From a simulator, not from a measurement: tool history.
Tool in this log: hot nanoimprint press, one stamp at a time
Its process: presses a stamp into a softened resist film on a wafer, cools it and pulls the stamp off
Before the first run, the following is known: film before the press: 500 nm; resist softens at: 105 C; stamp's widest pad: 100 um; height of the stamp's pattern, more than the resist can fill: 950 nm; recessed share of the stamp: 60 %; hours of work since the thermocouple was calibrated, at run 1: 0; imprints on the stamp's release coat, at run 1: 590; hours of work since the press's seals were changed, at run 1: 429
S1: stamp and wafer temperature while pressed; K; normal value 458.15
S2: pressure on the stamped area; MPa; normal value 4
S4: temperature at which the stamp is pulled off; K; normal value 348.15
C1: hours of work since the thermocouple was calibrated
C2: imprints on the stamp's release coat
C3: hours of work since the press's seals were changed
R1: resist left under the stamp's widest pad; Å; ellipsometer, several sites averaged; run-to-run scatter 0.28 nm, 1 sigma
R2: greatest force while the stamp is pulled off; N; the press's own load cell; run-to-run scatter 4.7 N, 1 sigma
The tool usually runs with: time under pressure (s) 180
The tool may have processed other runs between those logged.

Run 1, hour 0: usual settings; C1 0; C2 590; C3 429. Result: R1 1777 Å, R2 235 N.
At hour 18.7: stamp cleaned and given a new release coat.
Run 2, hour 49: usual settings; C1 28; C2 77; C3 457. Result: R1 1774 Å, R2 225 N.
Run 3, hour 94.5: usual settings; C1 57; C2 192; C3 486. Result: R1 1781 Å, R2 225 N.
Run 4, hour 132.1: usual settings; C1 81; C2 288; C3 510. Result: R1 1776 Å, R2 235 N.
Run 5, hour 155.6: usual settings; C1 97; C2 348; C3 525. Result: R1 1778 Å, R2 230 N.
Run 6, hour 198.4: usual settings but S4 344.15 K; C1 124; C2 457; C3 553. Result: R1 1782 Å, R2 247 N.
Run 7, hour 221.8: usual settings but S4 344.15 K; C1 139; C2 516; C3 568. Result: R1 1771 Å, R2 248 N.
Run 8, hour 252.3: usual settings but S1 463.15 K; C1 159; C2 594; C3 588. Result: R1 1538 Å, R2 232 N.
At hour 269.8: stamp cleaned and given a new release coat.
Run 9, hour 287.9: usual settings but S1 463.15 K; C1 178; C2 46; C3 607. Result: R1 1542 Å, R2 231 N.
Run 10, hour 314.1: usual settings but S1 463.15 K; C1 195; C2 113; C3 624. Result: R1 1539 Å, R2 234 N.
Run 11, hour 344: usual settings but S1 463.15 K; C1 214; C2 189; C3 643. Result: R1 1543 Å, R2 235 N.
Run 12, hour 387.3: usual settings but S1 463.15 K; C1 242; C2 299; C3 671. Result: R1 1538 Å, R2 230 N.
Run 13, hour 418.7: usual settings; C1 263; C2 379; C3 691. Result: R1 1776 Å, R2 235 N.
Run 14, hour 454.9: usual settings; C1 286; C2 471; C3 715. Result: R1 1770 Å, R2 235 N.
Run 15, hour 495.5: usual settings; C1 312; C2 574; C3 741. Result: R1 1775 Å, R2 233 N.
At hour 520.2: stamp cleaned and given a new release coat.
Run 16, hour 525.4: usual settings but S2 3.51 MPa; C1 328; C2 13; C3 756. Result: R1 1892 Å, R2 235 N.
At hour 555.4: press's hydraulic seals changed and the load cell set to zero.
Run 17, hour 564.6: usual settings but S1 466.15 K; C1 348; C2 92; C3 6. Result: R1 1420 Å, R2 227 N.
Run 18, hour 609.6: usual settings but S1 450.15 K, S2 3.65 MPa, time under pressure (s) 109; C1 377; C2 207; C3 35. Result: R1 2795 Å, R2 233 N.
At hour 633.2: plate thermocouple calibrated.
Run 19, hour 659.6: usual settings but S1 462.15 K, S2 3.27 MPa, time under pressure (s) 188, S4 345.15 K; C1 17; C2 326; C3 65. Result: R1 1708 Å, R2 239 N.
Run 20, hour 688.4: usual settings but time under pressure (s) 107, S4 342.15 K; C1 36; C2 400; C3 84. Result: R1 2189 Å, R2 242 N.
Run 21, hour 725: usual settings but S1 467.15 K, time under pressure (s) 133, S4 350.15 K; C1 59; C2 493; C3 108. Result: R1 1570 Å, R2 226 N.
Run 22, hour 771.3: usual settings but S1 452.15 K, S2 4.21 MPa, S4 344.15 K; C1 89; C2 611; C3 137. Result: R1 2070 Å, R2 245 N.
At hour 781.2: stamp cleaned and given a new release coat.
Run 23, hour 806.3: usual settings but S1 452.15 K, S2 4.21 MPa, S4 344.15 K; C1 108; C2 64; C3 156. Result: R1 2072 Å, R2 246 N.
Run 24, hour 844.6: usual settings but S1 448.15 K, S2 6.15 MPa, S4 352.15 K; C1 133; C2 162; C3 181. Result: R1 1967 Å, R2 222 N.
Run 25, hour 887.2: usual settings but S1 467.15 K, S2 5.17 MPa, time under pressure (s) 255, S4 343.15 K; C1 160; C2 270; C3 208. Result: R1 1035 Å, R2 248 N.
Run 26, hour 930.8: usual settings but S1 467.15 K, S2 4.53 MPa, time under pressure (s) 127; C1 188; C2 381; C3 237. Result: R1 1507 Å, R2 229 N.
Run 27, hour 958.5: usual settings but S1 467.15 K, S2 4.53 MPa, time under pressure (s) 127; C1 206; C2 451; C3 254. Result: R1 1513 Å, R2 230 N.
Run 28, hour 989.4: usual settings but S2 2.92 MPa; C1 226; C2 530; C3 274. Result: R1 2048 Å, R2 231 N.
Run 29, hour 1017.1: usual settings but S1 452.15 K, S2 2.92 MPa, time under pressure (s) 105; C1 244; C2 601; C3 292. Result: R1 2919 Å, R2 236 N.

Alternative continuations, all from the tool just after run 29; predict every row:
At hour 1031.9: stamp cleaned and given a new release coat.
Run A, hour 1059: usual settings but S1 466.15 K, S2 2.52 MPa, time under pressure (s) 99; C1 267; C2 69; C3 315. Result: R1 ?, R2 ?.
At hour 1031.9: stamp cleaned and given a new release coat.
Run B, hour 1059: usual settings but S1 453.15 K, S2 3.21 MPa, time under pressure (s) 101; C1 267; C2 69; C3 315. Result: R1 ?, R2 ?.
At hour 1031.9: stamp cleaned and given a new release coat.
Run C, hour 1059: usual settings but S1 468.15 K; C1 267; C2 69; C3 315. Result: R1 ?, R2 ?.

run    R1   R2
  A  2246  233
  B  2791  239
  C  1339  234
What these runs would have given with no unlogged condition in the tool:
run    R1   R2
  A  2246  233
  B  2791  239
  C  1338  234

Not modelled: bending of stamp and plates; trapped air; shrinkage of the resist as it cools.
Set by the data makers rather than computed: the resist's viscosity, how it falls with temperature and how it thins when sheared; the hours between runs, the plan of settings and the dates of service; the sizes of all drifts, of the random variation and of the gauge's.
